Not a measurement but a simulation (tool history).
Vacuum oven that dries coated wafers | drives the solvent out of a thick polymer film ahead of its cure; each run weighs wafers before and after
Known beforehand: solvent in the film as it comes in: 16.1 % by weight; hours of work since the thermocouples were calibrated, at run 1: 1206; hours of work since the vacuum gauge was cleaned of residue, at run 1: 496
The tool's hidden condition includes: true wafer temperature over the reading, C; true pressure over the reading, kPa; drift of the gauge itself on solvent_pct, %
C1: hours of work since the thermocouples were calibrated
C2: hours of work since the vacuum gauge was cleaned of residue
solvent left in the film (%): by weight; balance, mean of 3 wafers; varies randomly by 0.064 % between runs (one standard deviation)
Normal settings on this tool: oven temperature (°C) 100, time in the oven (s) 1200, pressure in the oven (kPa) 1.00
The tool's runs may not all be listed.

run 1 hour=0.0 | oven_temperature_(°C)=100 time_in_the_oven_(s)=1200 pressure_in_the_oven_(kPa)=1.00 | C1=1206 C2=496 | solvent_left_in_the_film_(%)=3.95
run 2 hour=105.4 | oven_temperature_(°C)=100 time_in_the_oven_(s)=1200 pressure_in_the_oven_(kPa)=1.00 | C1=1276 C2=566 | solvent_left_in_the_film_(%)=3.98
run 3 hour=197.4 | oven_temperature_(°C)=100 time_in_the_oven_(s)=1560 pressure_in_the_oven_(kPa)=1.00 | C1=1337 C2=627 | solvent_left_in_the_film_(%)=2.85
run 4 hour=273.9 | oven_temperature_(°C)=100 time_in_the_oven_(s)=1560 pressure_in_the_oven_(kPa)=1.00 | C1=1388 C2=677 | solvent_left_in_the_film_(%)=2.93
run 5 hour=369.1 | oven_temperature_(°C)=100 time_in_the_oven_(s)=1560 pressure_in_the_oven_(kPa)=1.00 | C1=1451 C2=741 | solvent_left_in_the_film_(%)=2.96
run 6 hour=447.3 | oven_temperature_(°C)=100 time_in_the_oven_(s)=1560 pressure_in_the_oven_(kPa)=1.00 | C1=1503 C2=792 | solvent_left_in_the_film_(%)=2.97
-- hour=467.7 oven's thermocouples calibrated
run 7 hour=579.3 | oven_temperature_(°C)=100 time_in_the_oven_(s)=1560 pressure_in_the_oven_(kPa)=1.00 | C1=74 C2=879 | solvent_left_in_the_film_(%)=2.90
run 8 hour=635.5 | oven_temperature_(°C)=100 time_in_the_oven_(s)=840 pressure_in_the_oven_(kPa)=1.00 | C1=111 C2=916 | solvent_left_in_the_film_(%)=5.55
run 9 hour=726.5 | oven_temperature_(°C)=100 time_in_the_oven_(s)=840 pressure_in_the_oven_(kPa)=1.00 | C1=172 C2=976 | solvent_left_in_the_film_(%)=5.62
run 10 hour=860.0 | oven_temperature_(°C)=100 time_in_the_oven_(s)=840 pressure_in_the_oven_(kPa)=1.00 | C1=260 C2=1065 | solvent_left_in_the_film_(%)=5.66
run 11 hour=922.8 | oven_temperature_(°C)=105 time_in_the_oven_(s)=1200 pressure_in_the_oven_(kPa)=1.00 | C1=302 C2=1107 | solvent_left_in_the_film_(%)=2.52
run 12 hour=999.4 | oven_temperature_(°C)=100 time_in_the_oven_(s)=1200 pressure_in_the_oven_(kPa)=1.00 | C1=353 C2=1157 | solvent_left_in_the_film_(%)=3.97
run 13 hour=1118.4 | oven_temperature_(°C)=100 time_in_the_oven_(s)=1200 pressure_in_the_oven_(kPa)=1.00 | C1=432 C2=1236 | solvent_left_in_the_film_(%)=3.93
run 14 hour=1177.5 | oven_temperature_(°C)=100 time_in_the_oven_(s)=1200 pressure_in_the_oven_(kPa)=1.00 | C1=471 C2=1276 | solvent_left_in_the_film_(%)=3.94
run 15 hour=1242.3 | oven_temperature_(°C)=100 time_in_the_oven_(s)=1200 pressure_in_the_oven_(kPa)=1.00 | C1=514 C2=1319 | solvent_left_in_the_film_(%)=3.92
run 16 hour=1348.8 | oven_temperature_(°C)=111 time_in_the_oven_(s)=1020 pressure_in_the_oven_(kPa)=2.95 | C1=585 C2=1389 | solvent_left_in_the_film_(%)=2.67
run 17 hour=1464.1 | oven_temperature_(°C)=111 time_in_the_oven_(s)=1020 pressure_in_the_oven_(kPa)=2.95 | C1=661 C2=1466 | solvent_left_in_the_film_(%)=2.70
run 18 hour=1589.6 | oven_temperature_(°C)=107 time_in_the_oven_(s)=720 pressure_in_the_oven_(kPa)=1.00 | C1=744 C2=1549 | solvent_left_in_the_film_(%)=4.04
run 19 hour=1699.6 | oven_temperature_(°C)=107 time_in_the_oven_(s)=720 pressure_in_the_oven_(kPa)=1.00 | C1=817 C2=1622 | solvent_left_in_the_film_(%)=4.03
run 20 hour=1767.5 | oven_temperature_(°C)=107 time_in_the_oven_(s)=720 pressure_in_the_oven_(kPa)=1.00 | C1=862 C2=1667 | solvent_left_in_the_film_(%)=3.99
run 21 hour=1844.7 | oven_temperature_(°C)=95 time_in_the_oven_(s)=960 pressure_in_the_oven_(kPa)=0.84 | C1=914 C2=1718 | solvent_left_in_the_film_(%)=6.52
run 22 hour=1958.6 | oven_temperature_(°C)=95 time_in_the_oven_(s)=960 pressure_in_the_oven_(kPa)=0.84 | C1=989 C2=1794 | solvent_left_in_the_film_(%)=6.41
run 23 hour=2032.5 | oven_temperature_(°C)=95 time_in_the_oven_(s)=960 pressure_in_the_oven_(kPa)=0.84 | C1=1038 C2=1843 | solvent_left_in_the_film_(%)=6.54
run 24 hour=2126.2 | oven_temperature_(°C)=95 time_in_the_oven_(s)=1620 pressure_in_the_oven_(kPa)=0.70 | C1=1100 C2=1905 | solvent_left_in_the_film_(%)=3.99
run 25 hour=2224.3 | oven_temperature_(°C)=100 time_in_the_oven_(s)=780 pressure_in_the_oven_(kPa)=1.00 | C1=1166 C2=1970 | solvent_left_in_the_film_(%)=5.81
run 26 hour=2342.1 | oven_temperature_(°C)=93 time_in_the_oven_(s)=1200 pressure_in_the_oven_(kPa)=1.00 | C1=1244 C2=2048 | solvent_left_in_the_film_(%)=6.47

Alternative continuations, all from the tool just after run 26; predict every row:
run A hour=2415.6 | oven_temperature_(°C)=94 time_in_the_oven_(s)=1860 pressure_in_the_oven_(kPa)=0.63 | C1=1292 C2=2097 | solvent_left_in_the_film_(%)=?
run B hour=2415.6 | oven_temperature_(°C)=100 time_in_the_oven_(s)=720 pressure_in_the_oven_(kPa)=1.00 | C1=1292 C2=2097 | solvent_left_in_the_film_(%)=?
run C hour=2415.6 | oven_temperature_(°C)=93 time_in_the_oven_(s)=720 pressure_in_the_oven_(kPa)=1.00 | C1=1292 C2=2097 | solvent_left_in_the_film_(%)=?

run=A solvent_left_in_the_film_(%)=3.81
run=B solvent_left_in_the_film_(%)=6.41
run=C solvent_left_in_the_film_(%)=8.52
Without the tool's unlogged condition, the same runs would have read:
run=A solvent_left_in_the_film_(%)=3.76
run=B solvent_left_in_the_film_(%)=6.37
run=C solvent_left_in_the_film_(%)=8.49

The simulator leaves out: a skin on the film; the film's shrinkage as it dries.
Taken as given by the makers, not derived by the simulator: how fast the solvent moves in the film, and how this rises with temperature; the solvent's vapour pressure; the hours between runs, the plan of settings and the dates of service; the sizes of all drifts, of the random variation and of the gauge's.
